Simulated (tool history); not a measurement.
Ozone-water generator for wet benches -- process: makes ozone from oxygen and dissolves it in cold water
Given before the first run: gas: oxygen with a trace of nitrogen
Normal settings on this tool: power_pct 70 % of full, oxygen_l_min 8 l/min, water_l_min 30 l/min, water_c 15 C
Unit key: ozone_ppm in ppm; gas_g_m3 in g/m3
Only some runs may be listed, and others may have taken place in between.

run    hour  power_pct  oxygen_l_min  water_l_min  water_c  ozone_ppm  gas_g_m3
  1       0         70             8           30       15       14.5     140.2
  2    76.5         70             8           30       11       15.4     141.3
  3   117.6         70             8           30        8       16.1     139.9
  4   190.6         70             8           30       15       14.6     139.2
  5   237.9         70         12.93           30       15       15.6       116
  6   320.1         70         12.93           30       15       15.5     116.7
  7   396.4         59             8           30       15         13     124.3
  8     455         70             8           30       15       14.4       139
  9   493.8         70             8           30       15       14.2     139.6
 10   559.1         42             8           30       15       10.2        98
 11     612         61             8           30       15       13.2       126
 12   688.5         61             8           30       15       13.1     125.6
 13   725.8         70             8           18       15       20.3     137.7
 14   783.3         70             8           30       15       14.2     138.8
 15   833.3         70             8           30       15       14.4     135.7
 16   879.5         70             8           30       15       14.1     136.8
 17   948.2         43             8           30       15       10.2        99
 18  1029.7         70          4.95           30       15       12.2     162.7
 19  1102.1         70          4.95           30       15       12.4     162.1
 20  1179.1         53             8           30       23       10.1     112.5
 21  1226.7         60          8.67           30       14       12.9     117.8
 22  1295.9         58             8           30       15       12.2     118.9
 23    1348         92          5.49           30        7       16.4     186.1
 24  1417.1         84         13.27           22       18       18.7       124
 25  1491.9         77          4.47           30       15       12.4     175.4
 26  1574.3         70             8           33        8       13.7     132.7
 27  1625.6         70          7.25           19       14       18.6     138.9
 28  1675.6         70          7.25           19       14       18.8     138.6
 29  1757.7         70             8           30       15       13.5       133
 30  1821.8         58             8           22       16       14.4     116.4
 31  1904.8         58             8           22       16       14.6     117.1
 32  1978.8         58          4.34           22       20       12.4     146.2
 33  2019.7         70          7.77           44       22        8.8     133.5

Results per run with the tool's hidden condition removed, run-to-run variation unchanged:
Hidden state at play: yield of the discharge, % of new electrodes'; contactor's efficiency, % of a clean one's; true water temperature over the reading, C; drift of the gauge itself on ozone_ppm, %; drift of the gauge itself on gas_g_m3, %.
run  ozone_ppm  gas_g_m3
  1       15.5     143.3
  2       16.5     144.8
  3       17.3     143.5
  4       15.7     143.2
  5         17     119.6
  6       16.9     120.6
  7       14.1     128.2
  8       15.8     144.2
  9       15.6       145
 10       11.1     100.6
 11       14.5     130.9
 12       14.5     130.7
 13       22.4     144.1
 14       15.8     145.5
 15         16     142.5
 16       15.8     143.9
 17       11.2     102.5
 18       13.8     171.9
 19         14     171.7
 20       11.4     118.1
 21       14.6     124.5
 22       13.9     125.8
 23       19.1     201.2
 24       21.7       134
 25       14.4     189.1
 26         16     142.8
 27       21.5     149.7
 28       21.8     149.5
 29       15.8       144
 30       16.7       125
 31       16.9       126
 32       14.5     157.6
 33       10.6     145.7
